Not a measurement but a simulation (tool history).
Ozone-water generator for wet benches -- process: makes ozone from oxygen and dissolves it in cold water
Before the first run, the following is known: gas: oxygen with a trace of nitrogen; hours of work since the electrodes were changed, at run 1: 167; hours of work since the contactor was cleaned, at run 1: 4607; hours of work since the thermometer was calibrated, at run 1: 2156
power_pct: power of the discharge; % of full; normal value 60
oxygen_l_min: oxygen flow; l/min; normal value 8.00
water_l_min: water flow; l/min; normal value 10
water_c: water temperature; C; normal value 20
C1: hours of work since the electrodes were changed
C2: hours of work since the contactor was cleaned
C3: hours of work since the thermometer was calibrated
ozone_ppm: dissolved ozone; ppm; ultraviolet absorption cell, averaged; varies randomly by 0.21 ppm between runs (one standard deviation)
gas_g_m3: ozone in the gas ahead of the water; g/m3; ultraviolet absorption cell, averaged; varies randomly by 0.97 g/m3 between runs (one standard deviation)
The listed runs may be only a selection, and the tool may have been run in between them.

{"run": 1, "day": 0.0, "power_pct": 60, "oxygen_l_min": 8.0, "water_l_min": 10, "water_c": 20, "C1": 167, "C2": 4607, "C3": 2156, "ozone_ppm": 28.7, "gas_g_m3": 165.1}
{"run": 2, "day": 2.521, "power_pct": 60, "oxygen_l_min": 8.0, "water_l_min": 10, "water_c": 20, "C1": 205, "C2": 4645, "C3": 2194, "ozone_ppm": 29.1, "gas_g_m3": 166.2}
{"run": 3, "day": 5.379, "power_pct": 60, "oxygen_l_min": 8.0, "water_l_min": 10, "water_c": 20, "C1": 248, "C2": 4688, "C3": 2238, "ozone_ppm": 28.6, "gas_g_m3": 166.2}
{"run": 4, "day": 8.788, "power_pct": 60, "oxygen_l_min": 8.0, "water_l_min": 10, "water_c": 20, "C1": 300, "C2": 4740, "C3": 2289, "ozone_ppm": 28.6, "gas_g_m3": 166.8}
{"run": 5, "day": 12.238, "power_pct": 60, "oxygen_l_min": 8.0, "water_l_min": 10, "water_c": 17, "C1": 352, "C2": 4791, "C3": 2341, "ozone_ppm": 30.9, "gas_g_m3": 166.3}
{"run": 6, "day": 15.408, "power_pct": 60, "oxygen_l_min": 8.0, "water_l_min": 10, "water_c": 17, "C1": 400, "C2": 4839, "C3": 2389, "ozone_ppm": 31.1, "gas_g_m3": 164.2}
{"run": 7, "day": 16.904, "power_pct": 60, "oxygen_l_min": 8.0, "water_l_min": 10, "water_c": 12, "C1": 422, "C2": 4862, "C3": 2411, "ozone_ppm": 34.5, "gas_g_m3": 166.9}
{"run": 8, "day": 19.358, "power_pct": 60, "oxygen_l_min": 8.0, "water_l_min": 10, "water_c": 17, "C1": 459, "C2": 4899, "C3": 2448, "ozone_ppm": 30.4, "gas_g_m3": 166.0}
{"run": 9, "day": 22.038, "power_pct": 78, "oxygen_l_min": 8.0, "water_l_min": 10, "water_c": 20, "C1": 499, "C2": 4939, "C3": 2489, "ozone_ppm": 35.8, "gas_g_m3": 206.5}
{"run": 10, "day": 24.862, "power_pct": 78, "oxygen_l_min": 8.0, "water_l_min": 10, "water_c": 20, "C1": 542, "C2": 4982, "C3": 2531, "ozone_ppm": 35.7, "gas_g_m3": 205.9}
{"run": 11, "day": 26.525, "power_pct": 60, "oxygen_l_min": 8.0, "water_l_min": 10, "water_c": 20, "C1": 567, "C2": 5007, "C3": 2556, "ozone_ppm": 28.7, "gas_g_m3": 164.2}
{"run": 12, "day": 28.104, "power_pct": 60, "oxygen_l_min": 11.39, "water_l_min": 10, "water_c": 20, "C1": 591, "C2": 5031, "C3": 2580, "ozone_ppm": 27.4, "gas_g_m3": 148.3}
{"run": 13, "day": 31.454, "power_pct": 60, "oxygen_l_min": 8.0, "water_l_min": 10, "water_c": 15, "C1": 641, "C2": 5081, "C3": 2630, "ozone_ppm": 31.9, "gas_g_m3": 164.3}
{"run": 14, "day": 33.608, "power_pct": 60, "oxygen_l_min": 8.0, "water_l_min": 10, "water_c": 15, "C1": 674, "C2": 5114, "C3": 2663, "ozone_ppm": 32.4, "gas_g_m3": 165.8}
{"run": 15, "day": 36.192, "power_pct": 62, "oxygen_l_min": 11.71, "water_l_min": 9, "water_c": 24, "C1": 713, "C2": 5152, "C3": 2702, "ozone_ppm": 26.6, "gas_g_m3": 149.4}
{"run": 16, "day": 37.708, "power_pct": 60, "oxygen_l_min": 4.47, "water_l_min": 10, "water_c": 13, "C1": 736, "C2": 5175, "C3": 2725, "ozone_ppm": 32.5, "gas_g_m3": 200.6}
{"run": 17, "day": 40.488, "power_pct": 60, "oxygen_l_min": 4.47, "water_l_min": 10, "water_c": 13, "C1": 778, "C2": 5217, "C3": 2767, "ozone_ppm": 32.4, "gas_g_m3": 200.0}
{"run": 18, "day": 42.592, "power_pct": 76, "oxygen_l_min": 8.0, "water_l_min": 10, "water_c": 23, "C1": 809, "C2": 5249, "C3": 2798, "ozone_ppm": 32.2, "gas_g_m3": 199.4}
{"run": 19, "day": 46.129, "power_pct": 99, "oxygen_l_min": 9.48, "water_l_min": 13, "water_c": 28, "C1": 863, "C2": 5302, "C3": 2852, "ozone_ppm": 31.0, "gas_g_m3": 239.2}
{"run": 20, "day": 48.446, "power_pct": 60, "oxygen_l_min": 9.66, "water_l_min": 15, "water_c": 28, "C1": 897, "C2": 5337, "C3": 2887, "ozone_ppm": 18.8, "gas_g_m3": 152.9}
{"run": 21, "day": 50.25, "power_pct": 43, "oxygen_l_min": 10.9, "water_l_min": 15, "water_c": 28, "C1": 925, "C2": 5364, "C3": 2914, "ozone_ppm": 14.0, "gas_g_m3": 112.7}

Selected run-to-run steps in ozone_ppm, each split into two signed amounts: the part the tool would show with no hidden state at all (from settings, incoming material and random variation), and the remainder, which goes to the hidden state together with any gauge scatter not common to the measured and the hidden-state-free results:
The tool's hidden condition here consists of: yield of the discharge, % of new electrodes'; contactor's efficiency, % of a clean one's; true water temperature over the reading, C; drift of the gauge itself on ozone_ppm, %; drift of the gauge itself on gas_g_m3, %.
Run 8 -> 9: power_pct 60 -> 78, water_c 17 -> 20. ozone_ppm +5.4 ppm: hidden state -0.4, all else +5.8.
Run 10 -> 11: power_pct 78 -> 60. ozone_ppm -7.0 ppm: hidden state +0.4, all else -7.4.
Run 19 -> 20: power_pct 99 -> 60, oxygen_l_min 9.48 -> 9.66, water_l_min 13 -> 15. ozone_ppm -12.2 ppm: hidden state +1.0, all else -13.2.

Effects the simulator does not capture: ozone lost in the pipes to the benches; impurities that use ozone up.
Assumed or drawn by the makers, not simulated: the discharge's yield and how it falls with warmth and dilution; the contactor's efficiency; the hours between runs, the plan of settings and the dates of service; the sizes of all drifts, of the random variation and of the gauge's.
